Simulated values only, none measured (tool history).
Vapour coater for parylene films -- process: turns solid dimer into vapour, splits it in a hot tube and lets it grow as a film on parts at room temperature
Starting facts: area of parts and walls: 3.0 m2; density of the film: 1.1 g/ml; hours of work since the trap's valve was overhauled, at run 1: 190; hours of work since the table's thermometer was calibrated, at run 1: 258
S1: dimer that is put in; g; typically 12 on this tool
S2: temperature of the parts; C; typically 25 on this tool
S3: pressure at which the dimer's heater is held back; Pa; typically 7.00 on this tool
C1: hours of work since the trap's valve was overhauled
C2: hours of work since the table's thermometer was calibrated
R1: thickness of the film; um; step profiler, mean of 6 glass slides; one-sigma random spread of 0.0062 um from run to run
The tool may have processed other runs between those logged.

run 1 hour=0.0 | S1=12 S2=25 S3=7.00 | C1=190 C2=258 | R1=2.132
run 2 hour=26.9 | S1=12 S2=25 S3=7.00 | C1=203 C2=272 | R1=2.121
run 3 hour=53.5 | S1=12 S2=25 S3=7.00 | C1=217 C2=285 | R1=2.130
run 4 hour=81.3 | S1=12 S2=25 S3=3.50 | C1=231 C2=299 | R1=2.428
run 5 hour=96.0 | S1=12 S2=27 S3=3.50 | C1=238 C2=307 | R1=2.279
run 6 hour=115.7 | S1=12 S2=27 S3=3.50 | C1=248 C2=317 | R1=2.280
run 7 hour=135.0 | S1=12 S2=21 S3=7.00 | C1=258 C2=326 | R1=2.430
run 8 hour=154.5 | S1=12 S2=21 S3=7.00 | C1=268 C2=336 | R1=2.428
run 9 hour=182.6 | S1=13 S2=33 S3=2.38 | C1=282 C2=350 | R1=2.173
run 10 hour=200.7 | S1=5 S2=23 S3=7.18 | C1=291 C2=359 | R1=0.953
run 11 hour=224.5 | S1=10 S2=23 S3=4.32 | C1=303 C2=371 | R1=2.082
run 12 hour=240.0 | S1=6 S2=26 S3=6.17 | C1=311 C2=379 | R1=1.054
run 13 hour=260.6 | S1=6 S2=26 S3=6.17 | C1=321 C2=389 | R1=1.067
-- hour=272.2 trap's valve overhauled
run 14 hour=292.8 | S1=12 S2=33 S3=7.00 | C1=10 C2=404 | R1=1.655
run 15 hour=313.4 | S1=12 S2=26 S3=7.00 | C1=21 C2=414 | R1=2.081

Predict each of these 3 candidate next runs independently; none follows another, all start after run 15:
run A hour=325.6 | S1=12 S2=20 S3=11.56 | C1=27 C2=420 | R1=?
run B hour=325.6 | S1=7 S2=19 S3=7.00 | C1=27 C2=420 | R1=?
run C hour=325.6 | S1=6 S2=35 S3=5.34 | C1=27 C2=420 | R1=?

run=A R1=2.299
run=B R1=1.525
run=C R1=0.825
Had the tool no hidden state, the same runs would have come out as:
run=A R1=2.279
run=B R1=1.512
run=C R1=0.818

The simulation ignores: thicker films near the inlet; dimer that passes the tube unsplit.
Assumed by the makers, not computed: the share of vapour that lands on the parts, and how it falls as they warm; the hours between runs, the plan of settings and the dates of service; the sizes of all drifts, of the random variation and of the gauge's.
